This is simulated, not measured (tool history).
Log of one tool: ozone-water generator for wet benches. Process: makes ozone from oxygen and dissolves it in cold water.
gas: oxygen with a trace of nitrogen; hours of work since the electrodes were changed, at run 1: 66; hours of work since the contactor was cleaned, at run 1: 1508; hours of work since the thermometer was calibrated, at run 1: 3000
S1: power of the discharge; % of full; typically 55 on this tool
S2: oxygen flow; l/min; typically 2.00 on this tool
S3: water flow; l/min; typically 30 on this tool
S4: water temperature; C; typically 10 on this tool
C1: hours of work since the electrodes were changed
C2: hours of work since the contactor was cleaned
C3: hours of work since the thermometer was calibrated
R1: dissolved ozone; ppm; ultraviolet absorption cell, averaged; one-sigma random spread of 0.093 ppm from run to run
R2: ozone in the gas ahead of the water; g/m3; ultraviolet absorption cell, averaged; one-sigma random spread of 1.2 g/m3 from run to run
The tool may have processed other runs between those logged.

run 1 hour=0.0 | S1=55 S2=2.00 S3=30 S4=10 | C1=66 C2=1508 C3=3000 | R1=8.98 R2=208.8
run 2 hour=28.9 | S1=55 S2=2.00 S3=30 S4=10 | C1=89 C2=1532 C3=3023 | R1=9.09 R2=209.4
run 3 hour=66.0 | S1=55 S2=2.00 S3=30 S4=15 | C1=119 C2=1562 C3=3053 | R1=8.89 R2=208.0
run 4 hour=128.0 | S1=55 S2=2.00 S3=30 S4=10 | C1=169 C2=1612 C3=3103 | R1=8.94 R2=208.4
run 5 hour=182.2 | S1=55 S2=2.00 S3=30 S4=10 | C1=213 C2=1656 C3=3147 | R1=8.93 R2=208.7
run 6 hour=238.1 | S1=55 S2=2.00 S3=30 S4=10 | C1=259 C2=1701 C3=3193 | R1=9.08 R2=210.9
run 7 hour=292.4 | S1=55 S2=2.00 S3=30 S4=10 | C1=303 C2=1745 C3=3237 | R1=9.24 R2=209.9
run 8 hour=348.0 | S1=74 S2=2.00 S3=30 S4=10 | C1=348 C2=1790 C3=3282 | R1=10.99 R2=258.2
run 9 hour=399.8 | S1=74 S2=2.00 S3=30 S4=10 | C1=390 C2=1832 C3=3324 | R1=11.35 R2=262.0
run 10 hour=428.4 | S1=59 S2=2.00 S3=30 S4=10 | C1=413 C2=1856 C3=3347 | R1=9.62 R2=223.0
run 11 hour=464.0 | S1=59 S2=2.00 S3=30 S4=10 | C1=442 C2=1885 C3=3376 | R1=9.58 R2=220.5
run 12 hour=499.1 | S1=59 S2=2.00 S3=30 S4=10 | C1=470 C2=1913 C3=3404 | R1=9.50 R2=220.6
run 13 hour=529.7 | S1=55 S2=2.00 S3=30 S4=10 | C1=495 C2=1938 C3=3429 | R1=9.17 R2=211.2
run 14 hour=560.1 | S1=55 S2=2.00 S3=30 S4=14 | C1=520 C2=1963 C3=3454 | R1=8.65 R2=210.5
run 15 hour=620.6 | S1=55 S2=2.00 S3=30 S4=14 | C1=569 C2=2012 C3=3503 | R1=8.86 R2=211.4
run 16 hour=688.1 | S1=55 S2=2.00 S3=30 S4=14 | C1=624 C2=2066 C3=3558 | R1=8.86 R2=211.6
run 17 hour=727.8 | S1=55 S2=2.00 S3=30 S4=10 | C1=656 C2=2099 C3=3590 | R1=8.99 R2=210.7
run 18 hour=771.9 | S1=94 S2=2.00 S3=33 S4=13 | C1=692 C2=2134 C3=3626 | R1=11.42 R2=308.5
run 19 hour=819.8 | S1=42 S2=2.00 S3=21 S4=10 | C1=731 C2=2173 C3=3665 | R1=11.20 R2=175.0
run 20 hour=887.5 | S1=42 S2=2.00 S3=21 S4=10 | C1=786 C2=2228 C3=3719 | R1=11.15 R2=175.1
run 21 hour=935.1 | S1=75 S2=3.28 S3=21 S4=10 | C1=824 C2=2267 C3=3758 | R1=20.33 R2=215.8
run 22 hour=964.9 | S1=55 S2=3.21 S3=27 S4=13 | C1=848 C2=2291 C3=3782 | R1=12.04 R2=174.3
run 23 hour=999.1 | S1=55 S2=2.00 S3=29 S4=14 | C1=876 C2=2319 C3=3810 | R1=9.19 R2=212.9
run 24 hour=1033.9 | S1=80 S2=1.05 S3=31 S4=10 | C1=904 C2=2347 C3=3838 | R1=8.30 R2=357.5
run 25 hour=1063.1 | S1=80 S2=1.05 S3=31 S4=10 | C1=928 C2=2371 C3=3862 | R1=8.37 R2=363.6
run 26 hour=1132.8 | S1=90 S2=3.00 S3=22 S4=5 | C1=985 C2=2427 C3=3918 | R1=22.08 R2=255.8
run 27 hour=1189.4 | S1=90 S2=3.00 S3=22 S4=5 | C1=1030 C2=2473 C3=3964 | R1=21.97 R2=257.2
run 28 hour=1232.6 | S1=55 S2=2.00 S3=30 S4=9 | C1=1065 C2=2508 C3=3999 | R1=9.10 R2=216.6
run 29 hour=1285.9 | S1=44 S2=1.33 S3=36 S4=11 | C1=1109 C2=2551 C3=4043 | R1=5.16 R2=216.4
-- hour=1307.7 gauge calibrated
run 30 hour=1354.8 | S1=41 S2=2.00 S3=30 S4=15 | C1=1165 C2=2607 C3=4099 | R1=7.21 R2=169.6
run 31 hour=1384.6 | S1=82 S2=1.16 S3=30 S4=13 | C1=1189 C2=2631 C3=4123 | R1=9.22 R2=345.5
run 32 hour=1431.4 | S1=82 S2=1.16 S3=30 S4=13 | C1=1227 C2=2669 C3=4161 | R1=9.02 R2=345.4
run 33 hour=1499.8 | S1=83 S2=1.50 S3=30 S4=10 | C1=1282 C2=2725 C3=4216 | R1=10.40 R2=313.4

How would selected steps in R2 from run to run divide? Give the signed amount a tool lacking its hidden state would still show from settings, what came in and random variation, and the signed amount left for the hidden state, including any gauge scatter that is not in both of the compared results.
What the log doesn't record here: yield of the discharge, % of new electrodes'; contactor's efficiency, % of a clean one's; true water temperature over the reading, C; drift of the gauge itself on ozone_ppm, %; drift of the gauge itself on gas_g_m3, %.
Run 18 -> 19: S1 94 -> 42, S3 33 -> 21, S4 13 -> 10. R2 -133.5 g/m3: hidden state -2.1, all else -131.4.
Run 23 -> 24: S1 55 -> 80, S2 2.00 -> 1.05, S3 29 -> 31, S4 14 -> 10. R2 +144.6 g/m3: hidden state +3.4, all else +141.2.
Run 29 -> 30: S1 44 -> 41, S2 1.33 -> 2.00, S3 36 -> 30, S4 11 -> 15, gauge calibrated. R2 -46.8 g/m3: hidden state -6.1, all else -40.7.
Run 30 -> 31: S1 41 -> 82, S2 2.00 -> 1.16, S4 15 -> 13. R2 +175.9 g/m3: hidden state +0.4, all else +175.5.
